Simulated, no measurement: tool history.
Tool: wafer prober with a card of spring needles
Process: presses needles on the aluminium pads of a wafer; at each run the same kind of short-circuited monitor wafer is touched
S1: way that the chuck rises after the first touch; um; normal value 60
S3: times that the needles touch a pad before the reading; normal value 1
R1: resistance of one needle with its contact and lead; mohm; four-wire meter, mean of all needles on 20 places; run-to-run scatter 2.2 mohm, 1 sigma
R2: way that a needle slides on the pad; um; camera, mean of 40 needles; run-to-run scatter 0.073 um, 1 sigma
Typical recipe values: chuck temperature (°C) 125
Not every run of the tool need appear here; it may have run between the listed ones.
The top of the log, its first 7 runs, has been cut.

-- hour=372.9 tips cleaned on abrasive film
run 8 hour=392.0 | S1=60 chuck_temperature_(°C)=125 S3=1 | R1=246 R2=15.15
-- hour=423.9 tips cleaned on abrasive film
run 9 hour=453.7 | S1=60 chuck_temperature_(°C)=125 S3=1 | R1=239 R2=15.27
-- hour=474.1 tips cleaned on abrasive film
-- hour=524.1 tips cleaned on abrasive film
run 10 hour=529.1 | S1=60 chuck_temperature_(°C)=125 S3=2 | R1=244 R2=15.25
-- hour=575.0 tips cleaned on abrasive film
run 11 hour=617.8 | S1=60 chuck_temperature_(°C)=125 S3=1 | R1=241 R2=15.27
-- hour=629.6 tips cleaned on abrasive film
-- hour=680.9 tips cleaned on abrasive film
run 12 hour=697.0 | S1=60 chuck_temperature_(°C)=125 S3=1 | R1=243 R2=15.24
-- hour=731.1 tips cleaned on abrasive film
run 13 hour=747.5 | S1=60 chuck_temperature_(°C)=117 S3=1 | R1=242 R2=15.30
-- hour=781.1 tips cleaned on abrasive film
run 14 hour=819.0 | S1=60 chuck_temperature_(°C)=117 S3=1 | R1=243 R2=15.29
-- hour=831.4 tips cleaned on abrasive film
-- hour=884.5 tips cleaned on abrasive film
run 15 hour=895.6 | S1=60 chuck_temperature_(°C)=117 S3=1 | R1=243 R2=15.22
-- hour=934.8 tips cleaned on abrasive film
run 16 hour=946.4 | S1=60 chuck_temperature_(°C)=68 S3=1 | R1=228 R2=15.23
-- hour=978.7 height of the first contact set anew
-- hour=990.4 tips cleaned on abrasive film
run 17 hour=1010.3 | S1=41 chuck_temperature_(°C)=27 S3=1 | R1=228 R2=10.42
-- hour=1040.8 tips cleaned on abrasive film
run 18 hour=1076.9 | S1=40 chuck_temperature_(°C)=41 S3=1 | R1=232 R2=10.13
-- hour=1093.9 tips cleaned on abrasive film
-- hour=1146.1 tips cleaned on abrasive film
run 19 hour=1164.5 | S1=40 chuck_temperature_(°C)=41 S3=1 | R1=232 R2=10.22
-- hour=1194.5 tips cleaned on abrasive film
run 20 hour=1215.9 | S1=53 chuck_temperature_(°C)=34 S3=1 | R1=227 R2=13.60
-- hour=1244.3 tips cleaned on abrasive film
run 21 hour=1255.6 | S1=53 chuck_temperature_(°C)=34 S3=1 | R1=223 R2=13.54
-- hour=1293.2 tips cleaned on abrasive film
run 22 hour=1313.6 | S1=53 chuck_temperature_(°C)=34 S3=1 | R1=223 R2=13.55
-- hour=1344.2 tips cleaned on abrasive film
run 23 hour=1356.5 | S1=53 chuck_temperature_(°C)=34 S3=1 | R1=222 R2=13.49
-- hour=1392.6 tips cleaned on abrasive film
run 24 hour=1394.0 | S1=77 chuck_temperature_(°C)=36 S3=3 | R1=218 R2=19.63
-- hour=1445.2 tips cleaned on abrasive film
run 25 hour=1483.3 | S1=74 chuck_temperature_(°C)=80 S3=2 | R1=227 R2=18.85
-- hour=1497.0 tips cleaned on abrasive film
-- hour=1548.9 tips cleaned on abrasive film
run 26 hour=1570.1 | S1=74 chuck_temperature_(°C)=80 S3=2 | R1=232 R2=19.21
-- hour=1598.3 tips cleaned on abrasive film
run 27 hour=1624.0 | S1=74 chuck_temperature_(°C)=80 S3=2 | R1=232 R2=19.09
-- hour=1652.2 tips cleaned on abrasive film
run 28 hour=1688.6 | S1=74 chuck_temperature_(°C)=80 S3=2 | R1=228 R2=18.84
-- hour=1704.4 tips cleaned on abrasive film
run 29 hour=1730.4 | S1=74 chuck_temperature_(°C)=80 S3=2 | R1=226 R2=18.95
-- hour=1756.3 tips cleaned on abrasive film
run 30 hour=1787.3 | S1=71 chuck_temperature_(°C)=91 S3=1 | R1=234 R2=18.25
-- hour=1808.9 tips cleaned on abrasive film
-- hour=1859.1 tips cleaned on abrasive film
run 31 hour=1859.1 | S1=48 chuck_temperature_(°C)=26 S3=1 | R1=224 R2=12.35

3 ways to go on from here, each from the tool as it stands after run 31. What would each give?
-- hour=1912.5 tips cleaned on abrasive film
run A hour=1931.9 | S1=48 chuck_temperature_(°C)=33 S3=2 | R1=? R2=?
-- hour=1912.5 tips cleaned on abrasive film
run B hour=1931.9 | S1=68 chuck_temperature_(°C)=125 S3=3 | R1=? R2=?
-- hour=1912.5 tips cleaned on abrasive film
run C hour=1931.9 | S1=47 chuck_temperature_(°C)=27 S3=1 | R1=? R2=?

run=A R1=226 R2=12.37
run=B R1=239 R2=17.52
run=C R1=221 R2=12.12
Without the tool's unlogged condition, the same runs would have read:
run=A R1=225 R2=12.10
run=B R1=239 R2=17.12
run=C R1=220 R2=11.85
